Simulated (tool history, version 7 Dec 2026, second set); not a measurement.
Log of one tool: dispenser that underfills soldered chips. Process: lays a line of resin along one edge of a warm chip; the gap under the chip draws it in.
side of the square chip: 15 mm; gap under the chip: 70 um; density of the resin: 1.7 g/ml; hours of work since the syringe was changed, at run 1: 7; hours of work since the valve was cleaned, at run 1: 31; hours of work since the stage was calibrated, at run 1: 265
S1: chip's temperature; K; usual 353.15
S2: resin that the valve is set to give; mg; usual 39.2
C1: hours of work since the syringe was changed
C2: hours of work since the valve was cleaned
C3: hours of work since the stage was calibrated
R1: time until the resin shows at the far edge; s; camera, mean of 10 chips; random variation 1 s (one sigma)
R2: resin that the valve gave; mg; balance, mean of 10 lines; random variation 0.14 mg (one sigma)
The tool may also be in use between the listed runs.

run   hour      S1    S2  C1  C2   C3     R1     R2
  1      0  353.15  39.2   7  31  265  130.1  38.21
       5.5  -- new syringe of resin
  2   12.8  353.15  39.2   5  39  273    115  37.68
      21.9  -- new syringe of resin
  3   25.4  353.15  39.2   2  46  280  100.1  37.34
  4   35.7  353.15  39.2   9  53  287  137.8  37.22
      37.9  -- new syringe of resin
  5   44.9  353.15  39.2   4  58  292  116.4  37.02
      48.2  -- dispensing valve cleaned and set on the balance
        55  -- new syringe of resin
  6   59.7  353.15  39.2   3   7  301  101.8  38.91
      71.6  -- new syringe of resin
  7   74.2  353.15  36.3   2  16  310  100.5  35.89
        88  -- new syringe of resin
  8   88.9  353.15  44.7   1  25  319   90.9  43.67
  9   95.3  353.15  44.7   4  29  322    108  43.61
 10  101.5  353.15  44.7   8  33  326  133.1  43.18
       105  -- new syringe of resin
 11  109.6  358.15  39.2   3  37  331   83.9  37.52
 12  120.3  344.15  39.2  10  44  338  228.6  37.44
     121.9  -- new syringe of resin
 13  130.7  344.15  39.2   6  50  344  178.3  37.22
     138.5  -- new syringe of resin
 14  138.7  344.15  39.2   0  55  349  137.5  37.08
     147.1  -- dispensing valve cleaned and set on the balance
 15  148.4  344.15  39.2   6   1  354  175.1  39.07
       156  -- new syringe of resin
 16    156  344.15  39.2   0   5  359  135.4  39.05
 17  164.6  353.15  35.5   5  11  364  117.5     35
     172.7  -- new syringe of resin
 18    174  353.15  39.2   1  16  370   91.6  38.71
 19  184.8  346.15  45.4   7  23  377  175.3  44.64
     188.7  -- new syringe of resin
 20  196.6  346.15  45.4   5  30  384  154.3  44.25
     205.5  -- new syringe of resin
 21  205.5  344.15  37.9   0  36  389  135.2  36.84
 22  218.5  362.15  37.6   8  44  397   90.9  36.21
     221.6  -- new syringe of resin
 23  230.2  364.15  46.5   5  51  404     71  44.51
 24  236.7  353.15    35   9  55  408  143.3  33.35
     238.4  -- new syringe of resin
     246.5  -- dispensing valve cleaned and set on the balance
 25  249.8  353.15    35   6   2  416  123.2  35.27
     256.3  -- new syringe of resin
 26  261.8  353.15    35   3   9  423  108.9  34.92
     272.5  -- new syringe of resin
 27  276.6  355.15  43.8   3  18  432   89.1  43.14
 28  286.9  348.15  33.5   9  25  438  180.3  32.69
     289.3  -- new syringe of resin
 29  297.9  348.15  33.5   5  31  445  148.2  32.57
     305.4  -- new syringe of resin
 30  309.2  353.15  36.7   2  38  452   99.6  35.79
     321.6  -- new syringe of resin
 31  324.3  357.15  49.6   2  47  461   76.7  47.89
 32  330.6  357.15  36.5   6  51  465   98.7  35.08
     338.7  -- new syringe of resin
     345.1  -- dispensing valve cleaned and set on the balance
 33  347.3  344.15  35.6   5   1  475  169.2  35.61
 34  353.4  344.15  35.6   9   5  478  200.6  35.15
     356.2  -- new syringe of resin
 35  366.3  353.15  46.5   6  13  486  111.8  45.92

Forecast each of these 4 alternatives for the next run:
     372.7  -- new syringe of resin
  A  374.3  353.15  47.1   1  18  491   ?   ?
     372.7  -- new syringe of resin
  B  374.3  367.15  46.5   1  18  491   ?   ?
     372.7  -- new syringe of resin
  C  374.3  339.15  50.9   1  18  491   ?   ?
     372.7  -- new syringe of resin
  D  374.3  353.15  41.6   1  18  491   ?   ?

run     R1     R2
  A   85.5  46.37
  B   46.1  45.68
  C  167.9  49.76
  D   89.1  40.85
Without the tool's hidden state the same runs would have given:
run     R1     R2
  A   94.9  47.25
  B   50.6  46.54
  C  188.8  50.71
  D   98.7  41.62
